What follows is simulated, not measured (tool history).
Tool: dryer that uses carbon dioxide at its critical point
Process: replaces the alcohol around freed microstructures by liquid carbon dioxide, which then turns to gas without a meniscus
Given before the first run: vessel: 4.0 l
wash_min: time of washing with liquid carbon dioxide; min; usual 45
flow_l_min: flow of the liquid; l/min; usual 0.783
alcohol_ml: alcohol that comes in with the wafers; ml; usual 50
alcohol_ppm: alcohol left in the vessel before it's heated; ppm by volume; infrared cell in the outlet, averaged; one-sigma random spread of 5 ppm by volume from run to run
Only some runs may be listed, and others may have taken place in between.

Run 1, hour 0.0: usual settings. Result: alcohol_ppm 95 ppm by volume.
Run 2, hour 47.0: usual settings. Result: alcohol_ppm 94 ppm by volume.
Run 3, hour 77.5: usual settings. Result: alcohol_ppm 105 ppm by volume.
Run 4, hour 112.3: usual settings but flow_l_min 0.834 l/min. Result: alcohol_ppm 90 ppm by volume.
Run 5, hour 165.9: usual settings but flow_l_min 0.815 l/min. Result: alcohol_ppm 96 ppm by volume.
Run 6, hour 205.7: usual settings but flow_l_min 0.815 l/min. Result: alcohol_ppm 103 ppm by volume.
Run 7, hour 254.5: usual settings but flow_l_min 0.815 l/min. Result: alcohol_ppm 104 ppm by volume.
Run 8, hour 284.1: usual settings. Result: alcohol_ppm 101 ppm by volume.
Run 9, hour 315.9: usual settings but flow_l_min 0.803 l/min. Result: alcohol_ppm 114 ppm by volume.
Run 10, hour 365.6: usual settings but wash_min 44 min, flow_l_min 0.803 l/min. Result: alcohol_ppm 107 ppm by volume.
At hour 390.8: inlet filter changed.
Run 11, hour 394.6: usual settings but wash_min 44 min, flow_l_min 0.803 l/min. Result: alcohol_ppm 104 ppm by volume.
Run 12, hour 422.2: usual settings but wash_min 44 min, flow_l_min 0.803 l/min. Result: alcohol_ppm 112 ppm by volume.
Run 13, hour 476.9: usual settings but wash_min 44 min, flow_l_min 0.803 l/min. Result: alcohol_ppm 98 ppm by volume.
Run 14, hour 512.0: usual settings but wash_min 44 min, flow_l_min 0.803 l/min. Result: alcohol_ppm 109 ppm by volume.
Run 15, hour 560.0: usual settings but alcohol_ml 80 ml. Result: alcohol_ppm 125 ppm by volume.
At hour 612.8: purifier's bed changed.
Run 16, hour 612.8: usual settings but alcohol_ml 40 ml. Result: alcohol_ppm 10 ppm by volume.
Run 17, hour 666.1: usual settings but alcohol_ml 40 ml. Result: alcohol_ppm 11 ppm by volume.
Run 18, hour 720.4: usual settings but flow_l_min 0.774 l/min. Result: alcohol_ppm 18 ppm by volume.
Run 19, hour 756.3: usual settings but flow_l_min 0.774 l/min. Result: alcohol_ppm 31 ppm by volume.
Run 20, hour 786.0: usual settings but flow_l_min 0.774 l/min. Result: alcohol_ppm 17 ppm by volume.
Run 21, hour 843.5: usual settings but flow_l_min 0.754 l/min. Result: alcohol_ppm 40 ppm by volume.
Run 22, hour 873.8: usual settings but flow_l_min 0.754 l/min. Result: alcohol_ppm 29 ppm by volume.
Run 23, hour 923.5: usual settings. Result: alcohol_ppm 32 ppm by volume.
At hour 966.1: inlet filter changed.
Run 24, hour 966.1: usual settings but wash_min 71 min. Result: alcohol_ppm 16 ppm by volume.
Run 25, hour 999.2: usual settings but flow_l_min 0.565 l/min, alcohol_ml 104 ml. Result: alcohol_ppm 162 ppm by volume.
Run 26, hour 1055.7: usual settings but flow_l_min 0.855 l/min, alcohol_ml 104 ml. Result: alcohol_ppm 43 ppm by volume.
Run 27, hour 1095.3: usual settings but wash_min 53 min, flow_l_min 0.885 l/min, alcohol_ml 105 ml. Result: alcohol_ppm 22 ppm by volume.
Run 28, hour 1124.3: usual settings but alcohol_ml 78 ml. Result: alcohol_ppm 48 ppm by volume.
Run 29, hour 1157.7: usual settings but wash_min 39 min, flow_l_min 0.653 l/min, alcohol_ml 52 ml. Result: alcohol_ppm 109 ppm by volume.
Run 30, hour 1188.8: usual settings but flow_l_min 1.170 l/min, alcohol_ml 41 ml. Result: alcohol_ppm 31 ppm by volume.
Run 31, hour 1215.8: usual settings but flow_l_min 1.170 l/min, alcohol_ml 41 ml. Result: alcohol_ppm 31 ppm by volume.
Run 32, hour 1247.2: usual settings but flow_l_min 1.170 l/min, alcohol_ml 41 ml. Result: alcohol_ppm 27 ppm by volume.
Run 33, hour 1281.3: usual settings but flow_l_min 1.170 l/min, alcohol_ml 41 ml. Result: alcohol_ppm 31 ppm by volume.
Run 34, hour 1315.7: usual settings but wash_min 56 min, flow_l_min 0.508 l/min, alcohol_ml 26 ml. Result: alcohol_ppm 54 ppm by volume.
Run 35, hour 1371.7: usual settings but wash_min 68 min, flow_l_min 0.631 l/min, alcohol_ml 41 ml. Result: alcohol_ppm 38 ppm by volume.
Run 36, hour 1401.2: usual settings but wash_min 44 min. Result: alcohol_ppm 47 ppm by volume.
Run 37, hour 1449.5: usual settings but wash_min 32 min, flow_l_min 0.826 l/min, alcohol_ml 37 ml. Result: alcohol_ppm 96 ppm by volume.
Run 38, hour 1497.7: usual settings but wash_min 32 min, flow_l_min 0.826 l/min, alcohol_ml 37 ml. Result: alcohol_ppm 110 ppm by volume.
At hour 1541.4: inlet filter changed.
Run 39, hour 1541.8: usual settings but wash_min 32 min, flow_l_min 0.826 l/min, alcohol_ml 37 ml. Result: alcohol_ppm 84 ppm by volume.
Run 40, hour 1594.2: usual settings but wash_min 27 min. Result: alcohol_ppm 234 ppm by volume.
Run 41, hour 1623.3: usual settings but wash_min 27 min. Result: alcohol_ppm 225 ppm by volume.
Run 42, hour 1674.1: usual settings but wash_min 27 min, flow_l_min 1.259 l/min, alcohol_ml 65 ml. Result: alcohol_ppm 63 ppm by volume.
Run 43, hour 1710.3: usual settings but wash_min 27 min, flow_l_min 1.259 l/min, alcohol_ml 65 ml. Result: alcohol_ppm 72 ppm by volume.
Run 44, hour 1762.0: usual settings but wash_min 66 min, flow_l_min 0.534 l/min, alcohol_ml 73 ml. Result: alcohol_ppm 66 ppm by volume.
Run 45, hour 1800.8: usual settings but wash_min 66 min, flow_l_min 0.827 l/min, alcohol_ml 73 ml. Result: alcohol_ppm 40 ppm by volume.
Run 46, hour 1852.1: usual settings but wash_min 66 min, flow_l_min 1.117 l/min, alcohol_ml 82 ml. Result: alcohol_ppm 52 ppm by volume.
Run 47, hour 1877.8: usual settings but flow_l_min 0.664 l/min, alcohol_ml 30 ml. Result: alcohol_ppm 74 ppm by volume.

Here are 4 independent what-if runs from the current tool condition. What would each one return?
Run A, hour 1918.8: usual settings but flow_l_min 0.913 l/min, alcohol_ml 30 ml. Result: alcohol_ppm ?.
Run B, hour 1918.8: usual settings but wash_min 50 min, flow_l_min 0.478 l/min, alcohol_ml 27 ml. Result: alcohol_ppm ?.
Run C, hour 1918.8: usual settings but wash_min 34 min. Result: alcohol_ppm ?.
Run D, hour 1918.8: usual settings but flow_l_min 0.983 l/min. Result: alcohol_ppm ?.

run  alcohol_ppm
  A           63
  B          106
  C          119
  D           61
Without the tool's hidden state the same runs would have given:
run  alcohol_ppm
  A           16
  B           50
  C           58
  D           14
